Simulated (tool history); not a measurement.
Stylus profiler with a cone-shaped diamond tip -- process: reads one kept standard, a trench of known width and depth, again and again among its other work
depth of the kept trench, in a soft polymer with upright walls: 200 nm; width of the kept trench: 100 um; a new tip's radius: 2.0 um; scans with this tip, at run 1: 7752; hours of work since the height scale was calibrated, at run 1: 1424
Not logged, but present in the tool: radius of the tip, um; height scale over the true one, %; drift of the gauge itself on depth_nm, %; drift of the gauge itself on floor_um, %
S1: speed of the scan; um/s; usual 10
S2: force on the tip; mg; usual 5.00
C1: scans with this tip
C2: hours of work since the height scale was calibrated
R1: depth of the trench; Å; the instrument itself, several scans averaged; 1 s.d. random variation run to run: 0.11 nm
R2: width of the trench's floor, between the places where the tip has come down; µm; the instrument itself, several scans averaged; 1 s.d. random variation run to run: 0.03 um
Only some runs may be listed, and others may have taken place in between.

run,day,S1,S2,C1,C2,R1,R2
1,0.000,10,5.00,7752,1424,2032.4,97.81
2,4.521,10,4.11,8032,1476,2025.1,97.83
3,7.967,4,5.00,8246,1515,2030.4,97.83
4,11.221,16,5.00,8447,1552,2031.1,97.76
5,14.488,10,5.00,8650,1589,2029.9,97.81
6,16.658,10,5.00,8784,1614,2029.5,97.74
7,21.033,10,5.00,9055,1664,2029.1,97.74
8,24.692,10,5.00,9282,1705,2029.4,97.77
9,26.738,10,5.00,9409,1729,2027.4,97.73
10,31.017,10,5.00,9674,1777,2027.2,97.76
11,33.988,10,5.00,9858,1811,2028.8,97.71
12,38.667,10,5.00,10148,1864,2026.3,97.68
13,41.917,10,12.47,10349,1902,2064.9,97.68
14,45.329,10,12.47,10561,1940,2064.2,97.74
15,48.712,10,12.47,10770,1979,2063.4,97.65
16,52.250,10,12.47,10990,2019,2064.0,97.67
17,56.896,8,2.56,11278,2072,2009.0,97.67
18,59.088,8,2.56,11413,2097,2010.4,97.68
19,61.029,15,2.56,11534,2119,2009.3,97.62
# day 64.475: height scale calibrated on a step standard
20,65.600,15,2.56,11816,13,2029.1,97.65
21,69.271,15,3.40,12043,55,2034.9,97.59
22,71.600,15,3.40,12188,81,2034.5,97.59
23,74.975,11,3.05,12397,120,2031.5,97.62
24,79.600,11,3.05,12683,172,2031.8,97.63
25,81.946,36,12.19,12829,199,2081.8,97.62
26,86.279,25,5.00,13097,248,2044.2,97.58
27,88.262,25,5.00,13220,271,2042.3,97.54
28,91.775,39,5.00,13438,311,2042.4,97.53
29,94.146,11,5.00,13585,338,2040.7,97.60
30,96.967,8,5.00,13760,370,2043.5,97.57
31,100.717,2,4.23,13992,413,2038.0,97.55
32,103.288,3,2.98,14151,442,2028.7,97.57

Below are 3 alternative next runs, each starting from the tool's condition after run 32. Predict each:
A,107.283,10,6.36,14399,487,?,?
B,107.283,2,12.13,14399,487,?,?
C,107.283,27,2.98,14399,487,?,?

run,R1,R2
A,2049.6,97.55
B,2078.3,97.57
C,2029.5,97.46
Had the tool no hidden state, the same runs would have come out as:
run,R1,R2
A,2055.4,98.25
B,2084.1,98.28
C,2035.2,98.17
